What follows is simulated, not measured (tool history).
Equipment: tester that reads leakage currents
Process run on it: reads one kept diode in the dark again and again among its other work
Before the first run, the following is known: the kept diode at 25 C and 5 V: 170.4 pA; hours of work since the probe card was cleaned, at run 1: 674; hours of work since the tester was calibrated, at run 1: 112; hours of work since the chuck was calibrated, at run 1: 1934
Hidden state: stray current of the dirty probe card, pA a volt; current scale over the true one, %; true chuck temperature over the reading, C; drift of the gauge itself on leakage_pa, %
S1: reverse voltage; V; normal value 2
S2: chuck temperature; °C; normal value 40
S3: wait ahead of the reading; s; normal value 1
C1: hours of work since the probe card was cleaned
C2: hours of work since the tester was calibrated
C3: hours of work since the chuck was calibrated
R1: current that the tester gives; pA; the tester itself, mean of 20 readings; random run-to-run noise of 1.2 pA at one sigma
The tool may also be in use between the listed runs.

Run 1, hour 0: usual settings; C1 674; C2 112; C3 1934. Result: R1 367.76 pA.
Run 2, hour 30.7: usual settings; C1 686; C2 124; C3 1947. Result: R1 368.85 pA.
Run 3, hour 59.2: usual settings but S1 5.67 V; C1 698; C2 136; C3 1958. Result: R1 559.31 pA.
Run 4, hour 81: usual settings but S2 46 °C; C1 707; C2 144; C3 1967. Result: R1 590.46 pA.
Run 5, hour 101.4: usual settings but S1 12.48 V; C1 715; C2 153; C3 1975. Result: R1 761.67 pA.
Run 6, hour 122.5: usual settings but S1 12.48 V; C1 724; C2 161; C3 1984. Result: R1 758.78 pA.
Run 7, hour 140.9: usual settings but S1 12.48 V; C1 731; C2 169; C3 1991. Result: R1 754.45 pA.
Run 8, hour 159.1: usual settings; C1 738; C2 176; C3 1999. Result: R1 366.56 pA.
Run 9, hour 181.9: usual settings but S1 1.6 V; C1 748; C2 185; C3 2008. Result: R1 338.05 pA.
Run 10, hour 207.9: usual settings but S3 2.02 s; C1 758; C2 196; C3 2019. Result: R1 366.89 pA.
Run 11, hour 227.9: usual settings but S3 5.69 s; C1 766; C2 204; C3 2027. Result: R1 366.81 pA.
Run 12, hour 259.2: usual settings but S3 5.69 s; C1 779; C2 217; C3 2039. Result: R1 365.46 pA.
At hour 263.9: probe card cleaned and baked.
Run 13, hour 297.6: usual settings but S3 5.69 s; C1 14; C2 231; C3 2054. Result: R1 365.87 pA.
Run 14, hour 326: usual settings but S3 5.69 s; C1 25; C2 243; C3 2065. Result: R1 367.92 pA.
Run 15, hour 360.2: usual settings but S3 5.69 s; C1 39; C2 256; C3 2079. Result: R1 367.72 pA.
Run 16, hour 380.9: usual settings; C1 47; C2 265; C3 2088. Result: R1 364.98 pA.
At hour 401.5: probe card cleaned and baked, once more.
Run 17, hour 401.5: usual settings; C1 0; C2 272; C3 2095. Result: R1 366.72 pA.
Run 18, hour 425.8: usual settings; C1 10; C2 282; C3 2105. Result: R1 365.75 pA.
Run 19, hour 458.1: usual settings; C1 23; C2 295; C3 2118. Result: R1 365.57 pA.
Run 20, hour 485.9: usual settings; C1 34; C2 306; C3 2129. Result: R1 364.57 pA.
Run 21, hour 520.7: usual settings but S2 57 °C; C1 48; C2 320; C3 2143. Result: R1 1324.52 pA.
Run 22, hour 546.8: usual settings but S1 2.25 V, S2 21 °C, S3 3.37 s; C1 59; C2 331; C3 2154. Result: R1 75.81 pA.
Run 23, hour 575.5: usual settings but S1 4.08 V, S3 3.4 s; C1 71; C2 343; C3 2165. Result: R1 483.95 pA.
Run 24, hour 608.4: usual settings but S1 2.9 V, S2 28 °C, S3 0.33 s; C1 84; C2 356; C3 2179. Result: R1 157.25 pA.
Run 25, hour 633.8: usual settings but S3 1.46 s; C1 94; C2 366; C3 2189. Result: R1 362.19 pA.
Run 26, hour 663.7: usual settings but S3 1.46 s; C1 106; C2 378; C3 2201. Result: R1 363.09 pA.
Run 27, hour 689.2: usual settings but S2 30 °C, S3 0.97 s; C1 117; C2 389; C3 2211. Result: R1 158.74 pA.
Run 28, hour 710.5: usual settings but S2 42 °C, S3 1.49 s; C1 125; C2 397; C3 2220. Result: R1 428.37 pA.
Run 29, hour 732.1: usual settings but S1 1.19 V, S2 57 °C, S3 0.52 s; C1 134; C2 406; C3 2229. Result: R1 1076.75 pA.
Run 30, hour 760.7: usual settings but S1 1.19 V, S2 57 °C, S3 0.52 s; C1 146; C2 418; C3 2240. Result: R1 1072.95 pA.
Run 31, hour 789.5: usual settings but S1 6.7 V, S2 30 °C; C1 157; C2 429; C3 2252. Result: R1 255.51 pA.
Run 32, hour 824.4: usual settings but S1 2.4 V, S2 47 °C; C1 172; C2 444; C3 2266. Result: R1 673.43 pA.
Run 33, hour 852.9: usual settings but S1 8.27 V, S3 0.48 s; C1 183; C2 455; C3 2278. Result: R1 635.6 pA.
Run 34, hour 875.2: usual settings but S1 1.04 V, S2 54 °C, S3 0.38 s; C1 192; C2 464; C3 2287. Result: R1 821.37 pA.
Run 35, hour 894.6: usual settings but S1 1.04 V, S2 54 °C, S3 0.38 s; C1 200; C2 472; C3 2295. Result: R1 813.9 pA.
Run 36, hour 929.3: usual settings but S1 1.04 V, S2 54 °C, S3 0.38 s; C1 214; C2 486; C3 2309. Result: R1 819.58 pA.
Run 37, hour 948.1: usual settings but S1 16.84 V, S2 33 °C, S3 0.35 s; C1 222; C2 494; C3 2316. Result: R1 483.24 pA.
Run 38, hour 969.3: usual settings but S1 16.84 V, S2 33 °C, S3 0.35 s; C1 230; C2 502; C3 2325. Result: R1 481.03 pA.
At hour 981.7: chuck's temperature calibrated.
Run 39, hour 1001.5: usual settings but S1 16.84 V, S2 33 °C, S3 0.35 s; C1 243; C2 515; C3 8. Result: R1 559.51 pA.
Run 40, hour 1019.7: usual settings but S1 16.84 V, S2 33 °C, S3 0.35 s; C1 250; C2 522; C3 15. Result: R1 560.19 pA.

For some of the steps in R1 from one run to the next: how much would appear even if the tool had no hidden state, given the settings, what came in and random variation, and how much remains for the hidden state plus any gauge scatter that the measured result and the result without hidden state don't share?
Run 20 -> 21: S2 40 -> 57. R1 +959.95 pA: hidden state -113.21, all else +1073.16.
Run 21 -> 22: S1 2 -> 2.25, S2 57 -> 21, S3 1 -> 3.37. R1 -1248.71 pA: hidden state +151.22, all else -1399.93.
Run 30 -> 31: S1 1.19 -> 6.7, S2 57 -> 30, S3 0.52 -> 1. R1 -817.44 pA: hidden state +98.51, all else -915.95.

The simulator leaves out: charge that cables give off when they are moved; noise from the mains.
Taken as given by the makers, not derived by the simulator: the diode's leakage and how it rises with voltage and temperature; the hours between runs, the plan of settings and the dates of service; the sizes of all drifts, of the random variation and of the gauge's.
